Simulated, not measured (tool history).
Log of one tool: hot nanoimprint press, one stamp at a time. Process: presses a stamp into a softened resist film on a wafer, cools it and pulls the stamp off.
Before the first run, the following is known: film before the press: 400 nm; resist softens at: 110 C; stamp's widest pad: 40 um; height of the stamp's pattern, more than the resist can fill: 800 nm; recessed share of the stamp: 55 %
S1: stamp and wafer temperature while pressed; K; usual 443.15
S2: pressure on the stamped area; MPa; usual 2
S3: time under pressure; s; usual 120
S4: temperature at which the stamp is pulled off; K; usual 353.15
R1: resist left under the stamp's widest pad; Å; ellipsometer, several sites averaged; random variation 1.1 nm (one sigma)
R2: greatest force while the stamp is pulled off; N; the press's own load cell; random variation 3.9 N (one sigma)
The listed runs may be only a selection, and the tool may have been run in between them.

| run | hour | S1 | S2 | S3 | S4 | R1 | R2 |
|---|---|---|---|---|---|---|---|
| 1 | 0.0 | 443.15 | 2 | 120 | 353.15 | 1719 | 228 |
| 2 | 35.0 | 443.15 | 2 | 224 | 353.15 | 1394 | 240 |
| 3 | 71.3 | 443.15 | 2 | 224 | 353.15 | 1414 | 247 |
| 4 | 102.6 | 443.15 | 2 | 224 | 353.15 | 1418 | 251 |
| 5 | 139.5 | 443.15 | 2 | 120 | 353.15 | 1768 | 262 |
| 6 | 180.3 | 443.15 | 2 | 120 | 353.15 | 1777 | 280 |
| 7 | 202.5 | 443.15 | 2 | 120 | 353.15 | 1760 | 294 |
|  | 235.9 | stamp cleaned and given a new release coat |
| 8 | 255.0 | 443.15 | 2 | 120 | 353.15 | 1748 | 200 |
| 9 | 289.0 | 443.15 | 2 | 120 | 353.15 | 1779 | 206 |
| 10 | 326.9 | 443.15 | 2 | 178 | 353.15 | 1567 | 215 |
|  | 333.3 | plate thermocouple calibrated |
| 11 | 377.2 | 443.15 | 2 | 178 | 353.15 | 1609 | 217 |
| 12 | 401.1 | 443.15 | 2 | 120 | 353.15 | 1824 | 221 |
| 13 | 442.8 | 443.15 | 2 | 120 | 353.15 | 1859 | 239 |
|  | 455.6 | plate thermocouple calibrated, once more |
| 14 | 468.4 | 443.15 | 2 | 120 | 353.15 | 1617 | 238 |
| 15 | 509.2 | 443.15 | 2 | 120 | 353.15 | 1634 | 243 |

Expected results for the next run?
| 16 | 536.2 | 443.15 | 2 | 120 | 353.15 | ? | ? |

{"run 16": {"R1": 1629, "R2": 252}}
The same run, on a tool lacking any hidden state, would have yielded R1 1606 Å, R2 191 N.

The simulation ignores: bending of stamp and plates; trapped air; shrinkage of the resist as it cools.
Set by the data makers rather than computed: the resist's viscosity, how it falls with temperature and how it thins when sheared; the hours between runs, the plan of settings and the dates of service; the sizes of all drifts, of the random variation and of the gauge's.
